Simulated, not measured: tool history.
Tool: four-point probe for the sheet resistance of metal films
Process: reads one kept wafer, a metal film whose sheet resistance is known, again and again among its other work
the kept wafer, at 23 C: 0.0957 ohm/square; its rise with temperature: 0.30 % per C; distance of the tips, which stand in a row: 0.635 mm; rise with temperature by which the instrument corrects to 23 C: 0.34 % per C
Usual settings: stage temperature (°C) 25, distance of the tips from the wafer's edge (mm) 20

| run | hour | stage temperature (°C) | distance of the tips from the wafer's edge (mm) | sheet resistance as the instrument gives it (ohm/square) |
|---|---|---|---|---|
| 1 | 0 | 25 | 20 | 0.096099 |
| 2 | 41.6 | 25 | 20 | 0.096088 |
| 3 | 83.2 | 25 | 20 | 0.096062 |
| 4 | 107.5 | 25 | 5 | 0.096759 |
| 5 | 141.1 | 25 | 6 | 0.096559 |
| 6 | 186.9 | 25 | 20 | 0.096001 |
| 7 | 234.9 | 25 | 36 | 0.095944 |
| 8 | 265.6 | 25 | 36 | 0.095901 |
| 9 | 290.8 | 25 | 36 | 0.095896 |
| 10 | 343.2 | 25 | 20 | 0.095908 |
| 11 | 372.3 | 25 | 20 | 0.09589 |
| 12 | 394.9 | 25 | 20 | 0.095844 |
| 13 | 446.2 | 25 | 20 | 0.095795 |
| 14 | 468.5 | 25 | 20 | 0.095767 |
| 15 | 503 | 30 | 3 | 0.097801 |
|  | 508.6 | stage's thermometer calibrated |
| 16 | 542.3 | 25 | 56 | 0.095775 |
| 17 | 581.8 | 33 | 16 | 0.095533 |
| 18 | 616.6 | 22 | 3 | 0.098087 |
| 19 | 640.5 | 19 | 59 | 0.095919 |
| 20 | 666 | 32 | 20 | 0.095503 |
| 21 | 701.6 | 29 | 4 | 0.09682 |
| 22 | 753.4 | 18 | 4 | 0.097187 |
| 23 | 780.6 | 25 | 41 | 0.095608 |
|  | 804.5 | stage's thermometer calibrated, once more |
| 24 | 826.2 | 20 | 6 | 0.096217 |

4 ways to go on from here, each from the tool as it stands after run 24. What would each give?
| A | 865.8 | 33 | 36 | ? |
| B | 865.8 | 32 | 8 | ? |
| C | 865.8 | 20 | 12 | ? |
| D | 865.8 | 27 | 40 | ? |

| run | sheet resistance as the instrument gives it (ohm/square) |
|---|---|
| A | 0.09518 |
| B | 0.095556 |
| C | 0.095751 |
| D | 0.095382 |
Without the tool's hidden state the same runs would have given:
| run | sheet resistance as the instrument gives it (ohm/square) |
|---|---|
| A | 0.095369 |
| B | 0.095746 |
| C | 0.095941 |
| D | 0.095572 |
